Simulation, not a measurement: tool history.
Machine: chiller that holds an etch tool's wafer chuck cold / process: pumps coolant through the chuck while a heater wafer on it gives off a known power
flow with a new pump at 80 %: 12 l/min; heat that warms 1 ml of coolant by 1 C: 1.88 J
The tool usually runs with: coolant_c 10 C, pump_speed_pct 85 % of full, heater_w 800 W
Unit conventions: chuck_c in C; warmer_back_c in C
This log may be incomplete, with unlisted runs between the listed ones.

| run | hour | coolant_c | pump_speed_pct | heater_w | chuck_c | warmer_back_c |
|---|---|---|---|---|---|---|
| 1 | 0 | 10 | 85 | 800 | 19.1 | 2 |
| 2 | 50.1 | 17 | 85 | 800 | 26 | 1.98 |
| 3 | 116.3 | 17 | 85 | 800 | 25.9 | 1.94 |
| 4 | 166.7 | 17 | 85 | 800 | 25.9 | 1.99 |
| 5 | 243.2 | 17 | 85 | 800 | 25.9 | 1.99 |
| 6 | 297.4 | 17 | 85 | 800 | 25.9 | 1.99 |
| 7 | 340.2 | 17 | 85 | 800 | 25.9 | 2 |
| 8 | 383.2 | 17 | 85 | 800 | 26.1 | 1.99 |
| 9 | 438.3 | 10 | 69 | 800 | 20.8 | 2.51 |
| 10 | 511.1 | 10 | 69 | 800 | 20.9 | 2.48 |
| 11 | 593 | 10 | 69 | 1097 | 25.1 | 3.46 |

Estimate the outcome of run 12 from the log above:
| 12 | 644.1 | 10 | 69 | 1097 | ? | ? |

Run 12 measured chuck_c 25 C, warmer_back_c 3.42 C.
With the hidden condition absent and the run-to-run variation left alone, this run would have shown chuck_c 25 C, warmer_back_c 3.42 C.
